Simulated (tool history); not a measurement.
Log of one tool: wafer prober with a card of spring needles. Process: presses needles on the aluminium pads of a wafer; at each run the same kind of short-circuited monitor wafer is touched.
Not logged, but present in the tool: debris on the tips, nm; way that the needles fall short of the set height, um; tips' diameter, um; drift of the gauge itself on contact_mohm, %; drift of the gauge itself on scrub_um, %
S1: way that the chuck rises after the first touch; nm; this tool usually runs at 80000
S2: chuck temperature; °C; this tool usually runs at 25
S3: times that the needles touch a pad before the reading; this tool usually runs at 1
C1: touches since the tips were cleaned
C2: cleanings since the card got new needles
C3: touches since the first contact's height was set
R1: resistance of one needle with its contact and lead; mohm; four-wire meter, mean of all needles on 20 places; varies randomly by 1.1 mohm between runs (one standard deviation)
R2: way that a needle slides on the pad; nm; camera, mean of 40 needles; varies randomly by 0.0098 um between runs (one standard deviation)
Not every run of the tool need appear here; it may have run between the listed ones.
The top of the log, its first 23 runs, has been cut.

run,hour,S1,S2,S3,C1,C2,C3,R1,R2
24,779.3,94000,114,3,6937,29,54006,239,22484
# hour 786.3: tips cleaned on abrasive film
25,808.4,80000,25,2,6411,30,62416,219,19128
# hour 819.0: tips cleaned on abrasive film
26,832.8,78000,28,2,4012,31,69484,220,18653
# hour 847.8: tips cleaned on abrasive film
27,871.9,80000,28,1,7011,32,80810,218,19125
# hour 877.0: tips cleaned on abrasive film
28,900.2,88000,56,1,6741,33,88994,226,21028
# hour 907.9: tips cleaned on abrasive film
# hour 937.8: tips cleaned on abrasive film
29,937.8,88000,53,1,0,35,99830,225,21034
# hour 952.6: height of the first contact set anew
# hour 969.6: tips cleaned on abrasive film
30,972.2,88000,53,2,757,36,5656,225,21029
31,991.2,90000,53,1,6287,36,11186,224,21543

Forecast each of these 4 alternatives for the next run:
# hour 1000.2: tips cleaned on abrasive film
# hour 1029.8: tips cleaned on abrasive film
A,1029.8,72000,28,2,0,38,22312,?,?
# hour 1000.2: tips cleaned on abrasive film
# hour 1029.8: tips cleaned on abrasive film
B,1029.8,63000,77,1,0,38,22312,?,?
# hour 1000.2: tips cleaned on abrasive film
# hour 1029.8: tips cleaned on abrasive film
C,1029.8,74000,53,3,0,38,22312,?,?
# hour 1000.2: tips cleaned on abrasive film
# hour 1029.8: tips cleaned on abrasive film
D,1029.8,90000,35,2,0,38,22312,?,?

run,R1,R2
A,221,17236
B,235,15069
C,226,17701
D,221,21537
Without the tool's hidden state the same runs would have given:
run,R1,R2
A,221,17237
B,235,15070
C,226,17702
D,221,21539
